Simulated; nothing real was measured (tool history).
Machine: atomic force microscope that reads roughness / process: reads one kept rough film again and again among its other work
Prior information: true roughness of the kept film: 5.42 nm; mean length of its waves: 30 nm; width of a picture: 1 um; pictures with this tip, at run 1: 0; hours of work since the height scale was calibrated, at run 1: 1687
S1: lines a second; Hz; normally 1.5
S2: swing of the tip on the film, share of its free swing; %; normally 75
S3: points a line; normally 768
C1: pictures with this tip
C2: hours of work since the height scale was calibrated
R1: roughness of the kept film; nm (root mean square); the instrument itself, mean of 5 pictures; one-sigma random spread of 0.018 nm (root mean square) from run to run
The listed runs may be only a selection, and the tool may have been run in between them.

run	hour	S1	S2	S3	C1	C2	R1
1	0	1.5	75	768	0	1687	4.398
2	53.9	1.5	75	768	99	1725	4.441
# hour 60.1: new tip fitted
3	102.9	1.5	75	768	79	1758	4.406
# hour 121.3: new tip fitted
4	152.3	1.5	75	768	57	1792	4.381
# hour 184: new tip fitted
5	184	1.5	75	768	0	1814	4.42
# hour 244.2: new tip fitted
6	245.2	1.5	75	768	2	1856	4.372
7	284.2	0.72	75	768	75	1883	4.595
# hour 305.6: new tip fitted
8	313.8	0.72	75	768	16	1903	4.605
9	345.6	0.72	75	768	74	1925	4.606
# hour 369: new tip fitted
10	389.3	1.5	75	768	37	1955	4.399
# hour 431.5: new tip fitted
11	446.6	1.5	75	768	28	1995	4.382
# hour 471.8: height scale calibrated on a step standard
12	484.9	0.72	75	768	97	9	4.578
# hour 494: new tip fitted
13	535.3	1.5	75	687	76	44	4.365
# hour 553.2: new tip fitted
14	564.8	1.5	74	575	21	64	4.429
15	599.8	1.5	67	713	86	88	4.538
# hour 613.4: new tip fitted
16	664.7	1.5	75	768	95	133	4.406
# hour 675.5: new tip fitted
17	698.8	0.81	65	768	43	156	4.69

Run 18 comes next. What will it give?
# hour 739.7: new tip fitted
18	757.3	1.5	75	822	33	196	?

R1: 4.38 nm (root mean square)
If the tool had no hidden condition, the same run with the same run-to-run variation would have returned R1 4.386 nm (root mean square).
